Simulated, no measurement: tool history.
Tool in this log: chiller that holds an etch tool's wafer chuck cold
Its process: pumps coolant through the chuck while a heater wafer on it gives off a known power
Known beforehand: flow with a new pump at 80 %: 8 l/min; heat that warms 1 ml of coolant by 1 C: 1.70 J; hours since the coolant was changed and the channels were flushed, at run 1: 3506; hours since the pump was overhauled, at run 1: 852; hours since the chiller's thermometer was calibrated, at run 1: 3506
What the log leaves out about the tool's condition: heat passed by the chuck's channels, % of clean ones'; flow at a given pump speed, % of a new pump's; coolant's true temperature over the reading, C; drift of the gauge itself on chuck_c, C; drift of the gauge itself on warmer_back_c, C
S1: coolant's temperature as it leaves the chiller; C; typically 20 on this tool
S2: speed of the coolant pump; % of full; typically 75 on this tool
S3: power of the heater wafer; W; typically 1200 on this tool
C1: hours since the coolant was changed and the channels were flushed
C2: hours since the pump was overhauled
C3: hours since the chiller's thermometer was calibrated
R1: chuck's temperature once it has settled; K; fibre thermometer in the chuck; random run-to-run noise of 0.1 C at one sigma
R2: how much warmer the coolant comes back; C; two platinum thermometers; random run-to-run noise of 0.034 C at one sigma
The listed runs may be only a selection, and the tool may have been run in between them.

run,hour,S1,S2,S3,C1,C2,C3,R1,R2
1,0.0,20,75,1200,3506,852,3506,309.05,5.69
2,33.8,22,75,1200,3539,886,3539,311.25,5.70
3,55.4,22,75,1200,3561,907,3561,311.15,5.64
4,81.0,22,75,1456,3587,933,3587,314.45,6.84
5,99.9,13,75,1200,3606,952,3606,302.15,5.67
6,116.5,13,75,1200,3622,968,3622,302.15,5.67
7,147.3,12,75,1200,3653,999,3653,301.15,5.65
8,181.8,12,75,1200,3687,1034,3687,301.15,5.65
9,205.6,12,75,1200,3711,1057,3711,301.15,5.67
10,225.9,12,75,651,3731,1078,3731,293.75,3.09
11,257.5,12,70,1562,3763,1109,3763,307.25,7.96
12,278.0,20,96,831,3784,1130,3784,301.75,2.98
13,309.6,20,96,831,3815,1161,3815,301.85,2.98
14,331.6,12,77,795,3837,1183,3837,295.35,3.61
15,368.7,20,75,1073,3874,1221,3874,307.65,5.03
16,391.8,18,70,1073,3897,1244,3897,306.45,5.52
17,421.7,18,68,817,3927,1273,3927,303.05,4.37
18,449.1,18,66,1783,3955,1301,3955,317.85,9.71
19,485.6,19,75,1200,3991,1337,3991,308.25,5.66
20,503.2,19,75,1200,4009,1355,4009,308.25,5.63

Consider 5 possible next runs. They are alternatives, not a sequence: every one starts from the tool as it was left by run 20. What does each give?
A,538.9,19,75,975,4045,1391,4045,?,?
B,538.9,12,96,659,4045,1391,4045,?,?
C,538.9,24,74,1200,4045,1391,4045,?,?
D,538.9,24,76,1200,4045,1391,4045,?,?
E,538.9,24,75,1212,4045,1391,4045,?,?

run,R1,R2
A,305.25,4.59
B,292.05,2.36
C,313.35,5.83
D,312.85,5.54
E,313.25,5.70
With no hidden state in the tool, these same runs would have given:
run,R1,R2
A,305.25,4.59
B,292.05,2.36
C,313.35,5.83
D,312.85,5.54
E,313.25,5.70
